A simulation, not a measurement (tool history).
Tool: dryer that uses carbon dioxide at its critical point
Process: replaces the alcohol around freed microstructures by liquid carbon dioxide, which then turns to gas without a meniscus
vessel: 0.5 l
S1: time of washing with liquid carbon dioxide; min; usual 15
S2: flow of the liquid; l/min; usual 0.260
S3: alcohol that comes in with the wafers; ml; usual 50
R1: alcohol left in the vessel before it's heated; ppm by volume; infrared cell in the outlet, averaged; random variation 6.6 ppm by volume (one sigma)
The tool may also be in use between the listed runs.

{"run": 1, "hour": 0.0, "S1": 15, "S2": 0.26, "S3": 50, "R1": 575}
{"run": 2, "hour": 8.5, "S1": 16, "S2": 0.26, "S3": 50, "R1": 419}
{"run": 3, "hour": 16.5, "S1": 16, "S2": 0.26, "S3": 50, "R1": 424}
{"run": 4, "hour": 22.3, "S1": 16, "S2": 0.26, "S3": 50, "R1": 423}
{"hour": 26.4, "done": "inlet filter changed"}
{"run": 5, "hour": 28.7, "S1": 16, "S2": 0.26, "S3": 50, "R1": 218}
{"run": 6, "hour": 34.1, "S1": 12, "S2": 0.26, "S3": 50, "R1": 962}
{"run": 7, "hour": 42.7, "S1": 12, "S2": 0.26, "S3": 50, "R1": 987}
{"run": 8, "hour": 48.6, "S1": 12, "S2": 0.26, "S3": 50, "R1": 973}
{"run": 9, "hour": 55.8, "S1": 15, "S2": 0.26, "S3": 50, "R1": 348}
{"run": 10, "hour": 62.2, "S1": 15, "S2": 0.26, "S3": 50, "R1": 342}
{"run": 11, "hour": 71.4, "S1": 15, "S2": 0.272, "S3": 50, "R1": 255}
{"run": 12, "hour": 80.8, "S1": 15, "S2": 0.272, "S3": 50, "R1": 280}
{"run": 13, "hour": 87.8, "S1": 15, "S2": 0.26, "S3": 50, "R1": 350}
{"run": 14, "hour": 95.8, "S1": 15, "S2": 0.26, "S3": 50, "R1": 365}
{"run": 15, "hour": 100.1, "S1": 15, "S2": 0.26, "S3": 50, "R1": 371}
{"run": 16, "hour": 109.7, "S1": 12, "S2": 0.194, "S3": 103, "R1": 7388}
{"run": 17, "hour": 114.9, "S1": 15, "S2": 0.178, "S3": 70, "R1": 3106}
{"run": 18, "hour": 119.2, "S1": 23, "S2": 0.336, "S3": 50, "R1": 35}
{"run": 19, "hour": 128.1, "S1": 20, "S2": 0.261, "S3": 50, "R1": 84}
{"run": 20, "hour": 138.2, "S1": 20, "S2": 0.261, "S3": 50, "R1": 96}
{"run": 21, "hour": 146.1, "S1": 20, "S2": 0.273, "S3": 52, "R1": 80}
{"run": 22, "hour": 154.9, "S1": 20, "S2": 0.273, "S3": 52, "R1": 78}
{"run": 23, "hour": 160.6, "S1": 9, "S2": 0.354, "S3": 67, "R1": 1288}
{"run": 24, "hour": 168.3, "S1": 9, "S2": 0.354, "S3": 55, "R1": 1076}
{"run": 25, "hour": 177.2, "S1": 9, "S2": 0.354, "S3": 55, "R1": 1112}
{"run": 26, "hour": 182.0, "S1": 9, "S2": 0.354, "S3": 55, "R1": 1121}
{"run": 27, "hour": 186.2, "S1": 21, "S2": 0.179, "S3": 55, "R1": 623}
{"run": 28, "hour": 191.9, "S1": 21, "S2": 0.432, "S3": 50, "R1": 35}
{"run": 29, "hour": 196.1, "S1": 18, "S2": 0.214, "S3": 32, "R1": 315}
{"run": 30, "hour": 200.2, "S1": 12, "S2": 0.252, "S3": 44, "R1": 1252}

Forecast each of these 3 alternatives for the next run:
{"run": "A", "hour": 208.2, "S1": 12, "S2": 0.391, "S3": 44, "R1": "?"}
{"run": "B", "hour": 208.2, "S1": 10, "S2": 0.252, "S3": 38, "R1": "?"}
{"run": "C", "hour": 208.2, "S1": 12, "S2": 0.346, "S3": 44, "R1": "?"}

run=A R1=140
run=B R1=2179
run=C R1=261
Without the tool's hidden state the same runs would have given:
run=A R1=67
run=B R1=1706
run=C R1=151
